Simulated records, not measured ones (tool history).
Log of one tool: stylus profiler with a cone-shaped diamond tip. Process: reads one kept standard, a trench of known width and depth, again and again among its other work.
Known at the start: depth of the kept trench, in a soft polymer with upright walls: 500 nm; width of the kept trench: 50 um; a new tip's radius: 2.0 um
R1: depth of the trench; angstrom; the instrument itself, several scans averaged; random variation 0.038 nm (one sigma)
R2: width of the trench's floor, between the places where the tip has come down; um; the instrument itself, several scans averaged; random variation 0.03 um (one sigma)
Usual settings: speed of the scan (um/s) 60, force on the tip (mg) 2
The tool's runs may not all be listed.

Run 1, hour 0: usual settings. Result: R1 5060.8 angstrom, R2 46.78 um.
Run 2, hour 8.9: usual settings but force on the tip (mg) 0.73. Result: R1 5031.8 angstrom, R2 46.6 um.
Run 3, hour 17.5: usual settings but force on the tip (mg) 0.73. Result: R1 5030.7 angstrom, R2 46.57 um.
Run 4, hour 34.2: usual settings but force on the tip (mg) 5.16. Result: R1 5114 angstrom, R2 46.84 um.
Run 5, hour 42.2: usual settings but force on the tip (mg) 5.7. Result: R1 5121 angstrom, R2 46.85 um.
Run 6, hour 56.5: usual settings but speed of the scan (um/s) 88, force on the tip (mg) 5.7. Result: R1 5121.4 angstrom, R2 46.79 um.
Run 7, hour 64.3: usual settings but speed of the scan (um/s) 88, force on the tip (mg) 5.7. Result: R1 5121.5 angstrom, R2 46.74 um.
Run 8, hour 76.9: usual settings. Result: R1 5060.6 angstrom, R2 46.7 um.
Run 9, hour 91: usual settings but speed of the scan (um/s) 108. Result: R1 5061.2 angstrom, R2 46.37 um.
Run 10, hour 100: usual settings. Result: R1 5061.1 angstrom, R2 46.72 um.
Run 11, hour 116: usual settings. Result: R1 5060.8 angstrom, R2 46.62 um.
Run 12, hour 130.7: usual settings. Result: R1 5061.3 angstrom, R2 46.63 um.
Run 13, hour 145.7: usual settings but speed of the scan (um/s) 58. Result: R1 5061 angstrom, R2 46.68 um.
Run 14, hour 153: usual settings but speed of the scan (um/s) 58. Result: R1 5061.7 angstrom, R2 46.63 um.
Run 15, hour 162.8: usual settings but force on the tip (mg) 4.4. Result: R1 5103.3 angstrom, R2 46.74 um.
Run 16, hour 177.4: usual settings. Result: R1 5061.6 angstrom, R2 46.65 um.
Run 17, hour 185.7: usual settings. Result: R1 5062 angstrom, R2 46.64 um.
Run 18, hour 195.8: usual settings. Result: R1 5062.1 angstrom, R2 46.57 um.
Run 19, hour 202.9: usual settings. Result: R1 5061.8 angstrom, R2 46.61 um.
Run 20, hour 217.7: usual settings but speed of the scan (um/s) 183, force on the tip (mg) 2.14. Result: R1 5065.2 angstrom, R2 46.06 um.
Run 21, hour 230.8: usual settings but speed of the scan (um/s) 110, force on the tip (mg) 0.96. Result: R1 5039 angstrom, R2 46.14 um.
Run 22, hour 241.3: usual settings but speed of the scan (um/s) 18, force on the tip (mg) 2.29. Result: R1 5066.7 angstrom, R2 46.73 um.
Run 23, hour 251.2: usual settings but speed of the scan (um/s) 69, force on the tip (mg) 3.62. Result: R1 5091.8 angstrom, R2 46.58 um.
Run 24, hour 265.5: usual settings but speed of the scan (um/s) 69, force on the tip (mg) 3.62. Result: R1 5091 angstrom, R2 46.57 um.
Run 25, hour 275.1: usual settings but speed of the scan (um/s) 171, force on the tip (mg) 3.62. Result: R1 5091.9 angstrom, R2 46.3 um.
Run 26, hour 292.3: usual settings but speed of the scan (um/s) 171, force on the tip (mg) 2.32. Result: R1 5068.3 angstrom, R2 46.08 um.
Run 27, hour 308.1: usual settings but speed of the scan (um/s) 171, force on the tip (mg) 2.32. Result: R1 5068.9 angstrom, R2 46.05 um.
Run 28, hour 319.5: usual settings but speed of the scan (um/s) 37, force on the tip (mg) 2.97. Result: R1 5080.7 angstrom, R2 46.62 um.
Run 29, hour 335.2: usual settings but speed of the scan (um/s) 238, force on the tip (mg) 2.63. Result: R1 5074.5 angstrom, R2 45.88 um.
Run 30, hour 350.5: usual settings but speed of the scan (um/s) 25, force on the tip (mg) 5.27. Result: R1 5117.6 angstrom, R2 46.67 um.
Run 31, hour 364.8: usual settings but speed of the scan (um/s) 40, force on the tip (mg) 1.62. Result: R1 5054.6 angstrom, R2 46.54 um.
Run 32, hour 382: usual settings but speed of the scan (um/s) 39, force on the tip (mg) 1.62. Result: R1 5054.4 angstrom, R2 46.52 um.
Run 33, hour 393.5: usual settings but speed of the scan (um/s) 46, force on the tip (mg) 4. Result: R1 5099 angstrom, R2 46.56 um.
Run 34, hour 407.9: usual settings but speed of the scan (um/s) 51, force on the tip (mg) 0.67. Result: R1 5031.4 angstrom, R2 46.37 um.
Run 35, hour 422: usual settings but speed of the scan (um/s) 51, force on the tip (mg) 0.67. Result: R1 5032 angstrom, R2 46.31 um.

3 ways to go on from here, each from the tool as it stands after run 35. What would each give?
Run A, hour 439.1: usual settings but speed of the scan (um/s) 69, force on the tip (mg) 1.87. Result: R1 ?, R2 ?.
Run B, hour 439.1: usual settings but speed of the scan (um/s) 51, force on the tip (mg) 0.83. Result: R1 ?, R2 ?.
Run C, hour 439.1: usual settings but speed of the scan (um/s) 51, force on the tip (mg) 5.57. Result: R1 ?, R2 ?.

run      R1     R2
  A  5060.5  46.35
  B  5036.6  46.42
  C  5122.2  46.62
Without the tool's hidden state the same runs would have given:
run      R1     R2
  A  5057.1  47.01
  B  5033.2  47.08
  C  5118.7  47.27

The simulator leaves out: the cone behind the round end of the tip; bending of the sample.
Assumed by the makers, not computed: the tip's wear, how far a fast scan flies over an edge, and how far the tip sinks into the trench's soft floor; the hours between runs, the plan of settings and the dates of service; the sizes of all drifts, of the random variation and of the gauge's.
